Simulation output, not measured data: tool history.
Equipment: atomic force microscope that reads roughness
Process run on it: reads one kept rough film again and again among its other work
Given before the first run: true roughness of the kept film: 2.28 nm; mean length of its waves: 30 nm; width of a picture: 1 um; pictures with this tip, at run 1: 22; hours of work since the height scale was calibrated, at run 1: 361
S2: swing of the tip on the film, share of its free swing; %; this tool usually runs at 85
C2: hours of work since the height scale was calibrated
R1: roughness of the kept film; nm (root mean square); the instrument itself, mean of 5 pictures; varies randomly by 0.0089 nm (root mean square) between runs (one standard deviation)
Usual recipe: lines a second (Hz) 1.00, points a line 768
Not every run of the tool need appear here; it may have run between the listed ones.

{"run": 1, "day": 0.0, "lines a second (Hz)": 1.0, "S2": 85, "points a line": 768, "pictures with this tip": 22, "C2": 361, "R1": 1.998}
{"run": 2, "day": 0.433, "lines a second (Hz)": 1.0, "S2": 85, "points a line": 768, "pictures with this tip": 44, "C2": 369, "R1": 1.985}
{"run": 3, "day": 1.117, "lines a second (Hz)": 1.0, "S2": 85, "points a line": 768, "pictures with this tip": 77, "C2": 381, "R1": 1.983}
{"run": 4, "day": 1.412, "lines a second (Hz)": 1.69, "S2": 85, "points a line": 768, "pictures with this tip": 92, "C2": 386, "R1": 1.9}
{"run": 5, "day": 1.846, "lines a second (Hz)": 1.69, "S2": 85, "points a line": 768, "pictures with this tip": 113, "C2": 394, "R1": 1.899}
{"run": 6, "day": 2.388, "lines a second (Hz)": 0.86, "S2": 85, "points a line": 768, "pictures with this tip": 140, "C2": 404, "R1": 2.001}
{"day": 2.758, "done": "new tip fitted"}
{"run": 7, "day": 3.062, "lines a second (Hz)": 0.86, "S2": 85, "points a line": 768, "pictures with this tip": 15, "C2": 415, "R1": 2.018}
{"run": 8, "day": 3.775, "lines a second (Hz)": 0.86, "S2": 85, "points a line": 768, "pictures with this tip": 50, "C2": 428, "R1": 1.99}
{"run": 9, "day": 4.408, "lines a second (Hz)": 0.95, "S2": 67, "points a line": 768, "pictures with this tip": 81, "C2": 440, "R1": 2.069}
{"run": 10, "day": 4.775, "lines a second (Hz)": 3.28, "S2": 87, "points a line": 492, "pictures with this tip": 99, "C2": 446, "R1": 1.694}
{"run": 11, "day": 5.379, "lines a second (Hz)": 2.01, "S2": 58, "points a line": 566, "pictures with this tip": 129, "C2": 457, "R1": 2.066}
{"run": 12, "day": 5.717, "lines a second (Hz)": 1.0, "S2": 85, "points a line": 437, "pictures with this tip": 146, "C2": 463, "R1": 1.98}
{"day": 6.012, "done": "new tip fitted"}
{"run": 13, "day": 6.258, "lines a second (Hz)": 1.13, "S2": 69, "points a line": 526, "pictures with this tip": 12, "C2": 472, "R1": 2.059}
{"run": 14, "day": 6.654, "lines a second (Hz)": 0.56, "S2": 87, "points a line": 518, "pictures with this tip": 32, "C2": 479, "R1": 2.037}
{"run": 15, "day": 7.179, "lines a second (Hz)": 1.14, "S2": 88, "points a line": 316, "pictures with this tip": 58, "C2": 489, "R1": 1.948}
{"run": 16, "day": 7.838, "lines a second (Hz)": 1.14, "S2": 71, "points a line": 279, "pictures with this tip": 90, "C2": 501, "R1": 2.022}

Here are 3 independent what-if runs from the current tool condition. What would each one return?
{"run": "A", "day": 8.196, "lines a second (Hz)": 1.0, "S2": 57, "points a line": 768, "pictures with this tip": 108, "C2": 507, "R1": "?"}
{"run": "B", "day": 8.196, "lines a second (Hz)": 0.51, "S2": 71, "points a line": 279, "pictures with this tip": 108, "C2": 507, "R1": "?"}
{"run": "C", "day": 8.196, "lines a second (Hz)": 1.0, "S2": 85, "points a line": 638, "pictures with this tip": 108, "C2": 507, "R1": "?"}

run=A R1=2.096
run=B R1=2.076
run=C R1=1.984
What these runs would have given with no unlogged condition in the tool:
run=A R1=2.102
run=B R1=2.081
run=C R1=1.989

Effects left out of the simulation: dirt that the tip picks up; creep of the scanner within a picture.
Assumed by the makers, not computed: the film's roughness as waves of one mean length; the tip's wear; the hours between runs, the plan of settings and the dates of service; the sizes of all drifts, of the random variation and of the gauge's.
